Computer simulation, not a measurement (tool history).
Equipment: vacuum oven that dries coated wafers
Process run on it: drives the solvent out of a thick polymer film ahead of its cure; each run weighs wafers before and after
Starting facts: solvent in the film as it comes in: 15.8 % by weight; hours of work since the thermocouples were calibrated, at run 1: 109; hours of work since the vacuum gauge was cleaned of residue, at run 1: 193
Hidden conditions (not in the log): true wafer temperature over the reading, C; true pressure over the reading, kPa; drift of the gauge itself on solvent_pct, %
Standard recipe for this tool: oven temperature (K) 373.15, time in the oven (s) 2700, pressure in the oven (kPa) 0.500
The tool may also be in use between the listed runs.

| run | hour | oven temperature (K) | time in the oven (s) | pressure in the oven (kPa) | hours of work since the thermocouples were calibrated | hours of work since the vacuum gauge was cleaned of residue | solvent left in the film (%) |
|---|---|---|---|---|---|---|---|
| 1 | 0.0 | 373.15 | 2700 | 0.500 | 109 | 193 | 1.80 |
| 2 | 13.9 | 373.15 | 2700 | 0.876 | 119 | 203 | 2.46 |
| 3 | 27.0 | 373.15 | 2700 | 0.500 | 129 | 212 | 1.71 |
| 4 | 36.5 | 373.15 | 2700 | 1.350 | 135 | 219 | 3.38 |
| 5 | 56.1 | 373.15 | 2700 | 1.350 | 149 | 233 | 3.46 |
| 6 | 68.6 | 373.15 | 2700 | 0.500 | 158 | 242 | 1.75 |
| 7 | 78.8 | 373.15 | 2700 | 0.500 | 166 | 250 | 1.79 |
| 8 | 94.0 | 373.15 | 2700 | 0.500 | 177 | 260 | 1.77 |
| 9 | 114.4 | 373.15 | 2700 | 0.500 | 191 | 275 | 1.80 |
| 10 | 127.9 | 373.15 | 2700 | 0.500 | 201 | 285 | 1.75 |
|  | 130.9 | vacuum gauge cleaned of residue and calibrated |
| 11 | 150.5 | 378.15 | 2700 | 0.500 | 216 | 14 | 1.35 |
| 12 | 165.7 | 382.15 | 3600 | 0.679 | 227 | 25 | 1.36 |
| 13 | 179.3 | 382.15 | 3600 | 0.679 | 237 | 35 | 1.34 |
| 14 | 196.0 | 381.15 | 2520 | 1.219 | 249 | 47 | 2.34 |
|  | 200.9 | vacuum gauge cleaned of residue and calibrated, once more |
| 15 | 213.6 | 373.15 | 2700 | 0.285 | 260 | 9 | 0.98 |

What if the next run were any one of these 3? Each begins from the tool's condition after run 15:
| A | 224.0 | 374.15 | 3960 | 0.368 | 268 | 17 | ? |
| B | 224.0 | 373.15 | 2700 | 1.689 | 268 | 17 | ? |
| C | 224.0 | 380.15 | 3780 | 0.276 | 268 | 17 | ? |

| run | solvent left in the film (%) |
|---|---|
| A | 0.84 |
| B | 3.93 |
| C | 0.46 |
What these runs would have given with no unlogged condition in the tool:
| run | solvent left in the film (%) |
|---|---|
| A | 0.89 |
| B | 4.05 |
| C | 0.49 |

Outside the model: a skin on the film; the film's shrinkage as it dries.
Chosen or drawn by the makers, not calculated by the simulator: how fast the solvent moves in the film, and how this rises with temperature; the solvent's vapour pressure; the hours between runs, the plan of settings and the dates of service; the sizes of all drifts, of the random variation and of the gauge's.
